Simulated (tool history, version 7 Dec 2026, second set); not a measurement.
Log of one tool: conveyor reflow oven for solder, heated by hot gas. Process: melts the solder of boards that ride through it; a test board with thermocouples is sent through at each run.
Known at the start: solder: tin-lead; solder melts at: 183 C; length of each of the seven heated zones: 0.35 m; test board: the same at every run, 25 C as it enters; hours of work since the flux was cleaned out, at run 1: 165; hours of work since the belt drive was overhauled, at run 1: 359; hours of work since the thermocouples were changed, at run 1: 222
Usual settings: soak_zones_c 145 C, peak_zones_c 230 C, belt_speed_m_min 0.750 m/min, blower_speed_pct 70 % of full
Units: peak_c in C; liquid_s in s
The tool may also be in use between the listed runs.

run	hour	soak_zones_c	peak_zones_c	belt_speed_m_min	blower_speed_pct	hours of work since the flux was cleaned out	hours of work since the belt drive was overhauled	hours of work since the thermocouples were changed	peak_c	liquid_s
1	0.0	145	230	0.750	70	165	359	222	209.46	37.87
2	14.9	145	230	0.750	70	172	365	229	209.34	37.70
3	25.7	145	237	0.750	70	177	370	234	214.89	41.45
# hour 32.2: flux residue cleaned out of gas plates and filters
4	37.1	145	230	0.750	70	2	373	237	210.92	39.18
5	44.4	145	230	0.750	70	6	377	240	210.98	39.35
6	51.0	145	230	0.750	70	9	380	243	210.87	39.21
7	58.4	158	230	0.750	70	12	383	247	213.81	45.65
8	66.6	147	222	0.798	77	16	387	251	204.39	32.48
9	76.7	145	230	0.750	73	20	391	255	211.19	39.73
10	91.3	159	232	0.750	67	27	398	262	214.98	46.72
11	98.4	159	232	0.750	67	30	401	265	214.92	46.60
12	110.0	145	233	0.750	67	36	407	270	212.49	40.18
13	121.2	145	233	0.750	67	41	412	276	212.63	40.20

Some steps in peak_c between neighbouring runs. How much of each would the tool show without its hidden state too (settings, what came in, random variation), and how much is left for the hidden state, with any gauge scatter that isn't in both results?
The hidden state here: heat that the gas passes to the board, % of a clean oven's; belt's true speed, % of the reading; true gas temperature in zones 6 and 7 over the reading, C; drift of the gauge itself on peak_c, C; drift of the gauge itself on liquid_s, %.
Run 3 -> 4: peak_zones_c 237 -> 230, flux residue cleaned out of gas plates and filters. peak_c -3.97 C: hidden state +1.81, all else -5.78.
Run 7 -> 8: soak_zones_c 158 -> 147, peak_zones_c 230 -> 222, belt_speed_m_min 0.750 -> 0.798, blower_speed_pct 70 -> 77. peak_c -9.42 C: hidden state -0.07, all else -9.35.

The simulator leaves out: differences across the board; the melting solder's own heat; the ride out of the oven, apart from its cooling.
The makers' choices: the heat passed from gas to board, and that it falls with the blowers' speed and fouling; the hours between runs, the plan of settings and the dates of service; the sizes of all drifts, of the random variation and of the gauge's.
